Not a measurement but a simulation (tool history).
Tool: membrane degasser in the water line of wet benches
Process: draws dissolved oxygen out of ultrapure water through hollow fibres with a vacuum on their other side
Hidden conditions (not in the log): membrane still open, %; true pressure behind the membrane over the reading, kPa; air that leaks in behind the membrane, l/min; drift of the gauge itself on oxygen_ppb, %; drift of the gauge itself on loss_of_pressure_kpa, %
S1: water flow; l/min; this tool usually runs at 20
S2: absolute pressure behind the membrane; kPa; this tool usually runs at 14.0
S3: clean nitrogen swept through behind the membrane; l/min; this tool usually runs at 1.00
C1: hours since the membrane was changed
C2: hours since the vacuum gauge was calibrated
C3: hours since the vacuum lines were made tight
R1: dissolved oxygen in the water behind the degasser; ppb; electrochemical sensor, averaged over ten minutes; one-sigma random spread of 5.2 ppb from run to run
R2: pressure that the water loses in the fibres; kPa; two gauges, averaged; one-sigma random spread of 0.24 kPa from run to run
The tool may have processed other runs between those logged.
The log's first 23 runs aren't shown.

run,hour,S1,S2,S3,C1,C2,C3,R1,R2
24,2745.1,13,26.2,0.71,9236,546,4553,900.9,46.12
25,2900.7,13,11.2,0.45,9391,702,4708,497.7,45.68
26,3033.7,13,9.0,1.68,9524,835,4841,138.0,45.86
27,3107.1,18,26.3,0.40,9598,908,4915,1769.1,63.68
28,3247.1,14,18.3,0.65,9738,1048,5054,710.5,49.26
29,3396.7,20,30.7,2.32,9887,1198,5204,639.8,70.34
30,3554.4,22,22.7,2.32,10045,1356,5362,571.5,78.48
31,3692.2,22,22.7,2.32,10183,1494,5500,556.6,78.48

Branching from run 31: 3 alternative next runs. What would each branch give?
A,3851.0,14,9.9,1.00,10342,1652,5658,?,?
B,3851.0,15,15.5,0.74,10342,1652,5658,?,?
C,3851.0,13,15.6,0.42,10342,1652,5658,?,?

run,R1,R2
A,261.8,49.74
B,579.5,53.92
C,784.9,46.09
Take away the tool's hidden state, keep each run's random variation, and the runs would have read:
run,R1,R2
A,235.6,44.27
B,547.7,48.02
C,759.1,41.01
